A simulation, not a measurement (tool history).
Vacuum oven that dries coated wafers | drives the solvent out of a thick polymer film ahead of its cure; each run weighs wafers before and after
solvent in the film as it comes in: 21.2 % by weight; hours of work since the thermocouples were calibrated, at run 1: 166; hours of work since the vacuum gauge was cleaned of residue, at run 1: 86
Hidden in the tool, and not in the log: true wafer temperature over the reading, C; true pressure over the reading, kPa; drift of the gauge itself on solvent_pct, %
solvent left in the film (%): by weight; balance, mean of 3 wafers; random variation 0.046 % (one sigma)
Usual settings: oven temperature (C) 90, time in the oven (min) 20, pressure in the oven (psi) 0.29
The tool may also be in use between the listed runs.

run	hour	oven temperature (C)	time in the oven (min)	pressure in the oven (psi)	hours of work since the thermocouples were calibrated	hours of work since the vacuum gauge was cleaned of residue	solvent left in the film (%)
1	0	90	20	0.29	166	86	1.58
2	28.9	90	20	0.29	180	100	1.64
3	60.2	90	20	0.29	195	116	1.62
4	77	90	20	0.29	203	124	1.59
5	93.5	90	20	0.29	211	132	1.62
6	116.7	90	20	0.29	222	143	1.71
7	143.9	90	20	0.29	235	156	1.71
8	167.6	90	20	0.29	247	167	1.64
9	183.7	90	20	0.29	255	175	1.7
10	216	90	20	0.29	270	191	1.71
11	237.2	90	20	0.238	281	201	1.59
12	258.7	90	18	0.622	291	211	2.61
13	286.9	88	34	0.351	305	225	1
14	313.3	80	34	0.351	317	238	2.39
15	343	79	17	0.31	332	252	6.13
16	371.2	102	12	0.29	345	266	1.03
17	398	102	12	0.29	358	279	1.02
18	415.8	102	12	0.547	367	287	1.28
19	442.7	93	24	1.007	380	300	1.91

Run 20 comes next. What will it give?
20	465.4	98	11	0.529	391	311	?

{"run 20": {"solvent left in the film (%)": 2.29}}
Without the tool's hidden state the same run would have given solvent left in the film (%) 2.1.
